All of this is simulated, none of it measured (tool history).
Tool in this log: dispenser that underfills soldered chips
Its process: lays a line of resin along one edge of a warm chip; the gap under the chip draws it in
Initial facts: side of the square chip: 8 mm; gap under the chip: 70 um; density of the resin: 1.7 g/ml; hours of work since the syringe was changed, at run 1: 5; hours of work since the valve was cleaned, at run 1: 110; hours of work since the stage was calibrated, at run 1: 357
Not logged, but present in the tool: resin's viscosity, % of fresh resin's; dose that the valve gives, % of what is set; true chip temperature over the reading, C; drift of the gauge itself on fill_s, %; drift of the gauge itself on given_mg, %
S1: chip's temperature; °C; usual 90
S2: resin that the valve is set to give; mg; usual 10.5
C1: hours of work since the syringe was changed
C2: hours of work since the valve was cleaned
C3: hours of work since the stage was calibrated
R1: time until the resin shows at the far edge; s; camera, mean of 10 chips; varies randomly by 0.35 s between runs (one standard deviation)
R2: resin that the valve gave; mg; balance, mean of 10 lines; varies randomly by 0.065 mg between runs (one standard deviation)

run	hour	S1	S2	C1	C2	C3	R1	R2
1	0.0	90	10.5	5	110	357	26.8	9.65
# hour 4.1: new syringe of resin
2	7.7	105	10.5	2	115	362	15.5	9.50
# hour 14.9: new syringe of resin
# hour 22.4: dispensing valve cleaned and set on the balance
3	23.8	90	10.5	5	1	372	27.6	10.47
# hour 25.8: new syringe of resin
# hour 36.0: new syringe of resin
4	38.1	75	10.5	1	10	381	31.1	10.40
# hour 46.4: new syringe of resin
5	47.4	92	10.5	1	16	387	18.6	10.38
# hour 57.6: new syringe of resin
6	62.9	90	10.5	4	27	398	23.2	10.30
# hour 68.3: new syringe of resin
7	70.1	90	10.5	1	32	402	19.8	10.16
# hour 78.9: new syringe of resin
8	84.3	101	10.5	4	41	412	18.3	10.15
# hour 89.9: new syringe of resin
9	98.5	90	9.0	6	51	421	30.9	8.57
# hour 100.5: new syringe of resin
# hour 110.8: new syringe of resin
10	112.6	90	9.0	1	60	431	21.9	8.46
# hour 121.0: new syringe of resin
11	124.5	90	9.0	2	68	439	23.6	8.51
# hour 131.0: new syringe of resin
12	137.6	90	9.0	5	77	447	27.7	8.43
# hour 141.7: new syringe of resin
13	150.2	90	10.5	6	85	456	29.9	9.83
# hour 152.5: new syringe of resin
14	162.0	90	10.5	7	93	464	30.5	9.64
# hour 163.1: new syringe of resin
# hour 173.1: new syringe of resin
15	177.3	90	10.5	3	103	474	22.1	9.67
# hour 184.1: new syringe of resin
16	185.8	90	10.5	1	109	479	20.4	9.63
# hour 194.2: new syringe of resin
17	197.6	83	10.5	2	116	487	27.1	9.54
# hour 204.7: new syringe of resin
# hour 210.7: dispensing valve cleaned and set on the balance
18	212.8	101	11.5	5	1	497	19.4	11.46
# hour 216.3: new syringe of resin
19	222.7	94	11.0	4	8	503	21.9	10.99
# hour 226.8: new syringe of resin
20	230.4	94	11.0	2	13	508	19.7	10.92
# hour 237.1: new syringe of resin
21	237.1	97	10.4	0	17	513	15.0	10.24
22	246.1	82	11.4	6	24	519	34.9	11.20
# hour 247.0: new syringe of resin
23	254.4	77	13.6	5	29	524	37.7	13.27
# hour 257.3: new syringe of resin
# hour 268.1: new syringe of resin
24	268.5	88	10.1	0	38	534	20.4	9.75
# hour 279.2: new syringe of resin
25	282.2	88	10.1	2	48	543	22.2	9.68
# hour 289.4: new syringe of resin
26	297.3	80	10.5	5	58	553	35.9	10.10
# hour 299.8: new syringe of resin
27	305.9	92	12.5	4	63	559	22.2	11.93
# hour 310.8: new syringe of resin
28	313.4	100	9.5	2	68	563	17.2	8.90
# hour 321.1: new syringe of resin
29	325.8	100	9.5	3	77	572	18.8	8.78
# hour 331.1: new syringe of resin
30	334.8	92	10.1	2	82	578	21.4	9.43
# hour 341.7: new syringe of resin
31	342.7	102	11.4	1	88	583	13.8	10.68
# hour 351.9: new syringe of resin
32	357.0	90	9.6	3	97	592	24.6	8.90
# hour 362.2: new syringe of resin
33	367.5	103	10.5	4	104	599	17.3	9.61

Consider 4 possible next runs. They are alternatives, not a sequence: every one starts from the tool as it was left by run 33. What does each give?
# hour 372.8: new syringe of resin
A	380.9	77	9.5	6	113	608	?	?
# hour 372.8: new syringe of resin
B	380.9	100	12.6	6	113	608	?	?
# hour 372.8: new syringe of resin
C	380.9	89	10.0	6	113	608	?	?
# hour 372.8: new syringe of resin
D	380.9	104	10.5	6	113	608	?	?

run	R1	R2
A	42.6	8.65
B	20.8	11.53
C	29.7	9.16
D	19.6	9.61
The same runs, with their run-to-run variation unchanged, on a tool lacking any hidden condition would have given:
run	R1	R2
A	28.6	9.52
B	14.2	12.69
C	20.0	10.08
D	13.1	10.57
